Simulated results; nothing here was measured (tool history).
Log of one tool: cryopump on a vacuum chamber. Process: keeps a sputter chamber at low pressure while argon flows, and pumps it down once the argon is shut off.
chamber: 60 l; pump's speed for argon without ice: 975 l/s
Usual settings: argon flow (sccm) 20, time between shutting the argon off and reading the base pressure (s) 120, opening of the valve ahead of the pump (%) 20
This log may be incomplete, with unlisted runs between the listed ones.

run,hour,argon flow (sccm),time between shutting the argon off and reading the base pressure (s),opening of the valve ahead of the pump (%),pressure while argon flows (Pa),pressure after the wait (uPa)
1,0.0,20,120,20,0.1772,0.94
2,62.3,20,120,20,0.1759,0.94
3,122.1,20,120,20,0.1760,0.97
4,182.6,20,120,20,0.1775,0.97
5,222.9,20,120,20,0.1767,0.98
6,290.7,22,120,20,0.1947,0.98
7,346.5,20,120,20,0.1768,0.97
8,404.6,20,120,20,0.1790,0.96
9,462.8,20,120,20,0.1787,0.99
10,504.7,20,120,20,0.1790,0.97
11,537.3,20,120,20,0.1789,1.02
12,596.6,20,120,52,0.0725,1.01
13,657.7,20,120,20,0.1799,1.03
14,717.7,20,120,49,0.0767,1.04
15,776.7,20,120,49,0.0775,1.03
16,810.5,20,120,20,0.1808,1.06
# hour 868.6: pump warmed up, emptied and cooled again
17,873.9,20,120,20,0.1746,0.92
18,942.8,10,94,32,0.0550,1.06
19,1001.1,10,94,32,0.0547,1.05
20,1039.9,20,184,21,0.1662,0.86
21,1088.7,9,130,16,0.0984,0.89
22,1145.2,23,52,39,0.1042,1.48
23,1210.7,23,52,39,0.1042,1.45
24,1261.8,23,51,59,0.0689,1.52
25,1311.3,34,20,17,0.3500,2.99
26,1381.2,34,20,17,0.3516,3.07
27,1436.9,20,214,23,0.1535,0.83
28,1471.8,20,50,16,0.2198,1.63
29,1521.0,11,120,19,0.1018,1.07
30,1581.7,16,93,43,0.0672,1.12
31,1615.8,16,87,43,0.0674,1.15
32,1648.1,12,87,21,0.1015,1.18
33,1676.7,20,53,46,0.0792,1.59
34,1721.8,10,76,46,0.0402,1.30

Results for each run, recomputed without the tool's hidden state and with each run's random variation untouched:
Hidden conditions of the tool in this case: pump's speed, % of a pump's without ice; cold plate's temperature, K; leak into the chamber, uPa l/s; drift of the gauge itself on working_pa, %; drift of the gauge itself on base_upa, %.
run,pressure while argon flows (Pa),pressure after the wait (uPa)
1,0.1745,0.71
2,0.1729,0.71
3,0.1728,0.72
4,0.1739,0.72
5,0.1730,0.73
6,0.1902,0.72
7,0.1724,0.70
8,0.1743,0.69
9,0.1737,0.71
10,0.1737,0.69
11,0.1734,0.72
12,0.0668,0.70
13,0.1738,0.72
14,0.0703,0.72
15,0.0707,0.70
16,0.1737,0.73
17,0.1742,0.69
18,0.0546,0.81
19,0.0543,0.80
20,0.1650,0.60
21,0.0978,0.64
22,0.1024,1.22
23,0.1021,1.18
24,0.0664,1.24
25,0.3460,2.70
26,0.3471,2.78
27,0.1505,0.54
28,0.2166,1.32
29,0.0999,0.76
30,0.0643,0.81
31,0.0643,0.83
32,0.0990,0.86
33,0.0750,1.25
34,0.0380,0.96

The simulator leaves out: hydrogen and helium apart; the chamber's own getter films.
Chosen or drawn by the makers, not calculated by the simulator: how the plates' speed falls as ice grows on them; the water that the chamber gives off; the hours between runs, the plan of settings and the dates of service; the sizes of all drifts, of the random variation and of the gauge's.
